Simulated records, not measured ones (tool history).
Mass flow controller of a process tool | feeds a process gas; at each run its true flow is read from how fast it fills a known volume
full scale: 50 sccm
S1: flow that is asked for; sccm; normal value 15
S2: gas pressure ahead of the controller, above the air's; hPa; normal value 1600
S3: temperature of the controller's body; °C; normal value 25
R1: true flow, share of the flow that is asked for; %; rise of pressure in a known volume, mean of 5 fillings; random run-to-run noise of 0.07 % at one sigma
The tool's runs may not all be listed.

run    hour  S1    S2  S3     R1
  1     0.0  15  1600  25  96.37
  2   371.4  15  1730  25  96.32
  3   675.5  15  1490  25  95.96
  4   941.7  15  1490  25  95.91
  5  1414.5  15  1490  25  95.67
  6  1901.4  15  1490  25  95.55
  7  2472.3  17  1600  25  95.69
  8  2772.5  17  1600  25  95.66
  9  3245.8  17  1600  25  95.38
 10  3571.2  17  1600  25  95.28
 11  3859.6  17  1600  25  95.35
     4187.6  -- controller's zero set anew
 12  4281.8   8  2390  36  99.46
 13  4537.1  25  2450  24  98.48
 14  4835.2   7  1850  21  96.93
 15  5246.8   7  1990  21  96.71
 16  5695.8  21  2550  34  99.32
 17  5960.1  21  2550  34  99.26
 18  6371.2  21  2550  34  99.20
 19  6951.7  21  2630  22  97.48

What if the next run were any one of these 4? Each begins from the tool's condition after run 19:
  A  7434.2  49  1510  25   ?
  B  7434.2  15  2780  25   ?
  C  7434.2  21  1480  21   ?
  D  7434.2   6  2440  38   ?

run     R1
  A  98.18
  B  97.38
  C  96.66
  D  96.97
Stripped of hidden state, with their random variation kept, the same runs would have yielded:
run      R1
  A   99.65
  B   99.54
  C   98.54
  D  100.64
